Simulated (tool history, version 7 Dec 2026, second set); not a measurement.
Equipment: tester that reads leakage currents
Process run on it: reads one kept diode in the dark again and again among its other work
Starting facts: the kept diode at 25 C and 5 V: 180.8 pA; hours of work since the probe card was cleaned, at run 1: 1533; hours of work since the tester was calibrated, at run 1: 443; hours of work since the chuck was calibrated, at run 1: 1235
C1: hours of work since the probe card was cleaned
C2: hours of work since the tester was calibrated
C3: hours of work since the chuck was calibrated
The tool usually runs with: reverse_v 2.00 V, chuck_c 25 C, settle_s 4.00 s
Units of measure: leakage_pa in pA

Run 1, hour 0.0: usual settings; C1 1533; C2 443; C3 1235. Result: leakage_pa 104.90 pA.
At hour 74.2: chuck's temperature calibrated.
Run 2, hour 175.1: usual settings but settle_s 0.80 s; C1 1639; C2 549; C3 62. Result: leakage_pa 114.02 pA.
Run 3, hour 339.4: usual settings; C1 1739; C2 649; C3 162. Result: leakage_pa 113.14 pA.
Run 4, hour 444.5: usual settings; C1 1804; C2 713; C3 226. Result: leakage_pa 112.58 pA.
Run 5, hour 549.8: usual settings but reverse_v 9.04 V; C1 1868; C2 777; C3 290. Result: leakage_pa 260.40 pA.
Run 6, hour 700.8: usual settings but reverse_v 9.04 V; C1 1960; C2 870; C3 383. Result: leakage_pa 259.64 pA.
Run 7, hour 825.2: usual settings but reverse_v 18.44 V; C1 2036; C2 946; C3 459. Result: leakage_pa 388.43 pA.
Run 8, hour 923.5: usual settings but reverse_v 2.57 V; C1 2096; C2 1006; C3 519. Result: leakage_pa 126.82 pA.
Run 9, hour 1098.1: usual settings but reverse_v 2.57 V; C1 2203; C2 1112; C3 625. Result: leakage_pa 125.39 pA.
Run 10, hour 1262.1: usual settings but reverse_v 2.57 V; C1 2303; C2 1212; C3 726. Result: leakage_pa 126.50 pA.
At hour 1341.5: probe card cleaned and baked.
Run 11, hour 1372.7: usual settings but reverse_v 2.57 V; C1 19; C2 1278; C3 791. Result: leakage_pa 120.12 pA.
Run 12, hour 1478.9: usual settings but reverse_v 2.57 V; C1 84; C2 1343; C3 856. Result: leakage_pa 119.82 pA.
Run 13, hour 1586.8: usual settings; C1 150; C2 1409; C3 922. Result: leakage_pa 103.04 pA.
Run 14, hour 1774.8: usual settings; C1 265; C2 1524; C3 1037. Result: leakage_pa 103.45 pA.
Run 15, hour 1897.4: usual settings but reverse_v 9.85 V, chuck_c 31 C, settle_s 2.30 s; C1 340; C2 1599; C3 1112. Result: leakage_pa 399.88 pA.
Run 16, hour 2063.4: usual settings but reverse_v 1.28 V, chuck_c 33 C, settle_s 7.42 s; C1 441; C2 1700; C3 1213. Result: leakage_pa 154.30 pA.
Run 17, hour 2161.6: usual settings but reverse_v 7.55 V, chuck_c 21 C, settle_s 0.58 s; C1 501; C2 1760; C3 1273. Result: leakage_pa 153.94 pA.
At hour 2176.3: chuck's temperature calibrated.
Run 18, hour 2255.8: usual settings but reverse_v 7.05 V, settle_s 0.41 s; C1 557; C2 1816; C3 49. Result: leakage_pa 226.83 pA.
Run 19, hour 2386.9: usual settings but reverse_v 4.79 V, chuck_c 29 C, settle_s 1.68 s; C1 637; C2 1896; C3 129. Result: leakage_pa 247.64 pA.
Run 20, hour 2536.5: usual settings but reverse_v 2.74 V, settle_s 6.15 s; C1 729; C2 1988; C3 220. Result: leakage_pa 130.39 pA.
Run 21, hour 2640.6: usual settings but reverse_v 2.74 V, settle_s 6.15 s; C1 792; C2 2051; C3 284. Result: leakage_pa 130.41 pA.
Run 22, hour 2827.0: usual settings but reverse_v 3.24 V, settle_s 6.15 s; C1 906; C2 2165; C3 397. Result: leakage_pa 141.72 pA.
Run 23, hour 3013.1: usual settings but reverse_v 3.24 V, settle_s 6.15 s; C1 1020; C2 2279; C3 511. Result: leakage_pa 142.48 pA.
Run 24, hour 3132.6: usual settings but reverse_v 3.24 V, chuck_c 29 C, settle_s 2.07 s; C1 1093; C2 2352; C3 584. Result: leakage_pa 194.82 pA.
Run 25, hour 3303.8: usual settings but reverse_v 3.24 V, chuck_c 29 C, settle_s 2.07 s; C1 1197; C2 2457; C3 689. Result: leakage_pa 194.50 pA.
Run 26, hour 3404.4: usual settings but reverse_v 3.24 V, chuck_c 29 C, settle_s 2.07 s; C1 1259; C2 2518; C3 750. Result: leakage_pa 194.24 pA.

Run 27 has not been measured yet. What should we expect?
Run 27, hour 3485.3: usual settings but reverse_v 3.24 V, chuck_c 31 C, settle_s 3.88 s; C1 1308; C2 2567; C3 800. Result: leakage_pa ?.

{"run 27": {"leakage_pa": 226.94}}
Had the tool carried no hidden state, the very same run would have given leakage_pa 235.21 pA.
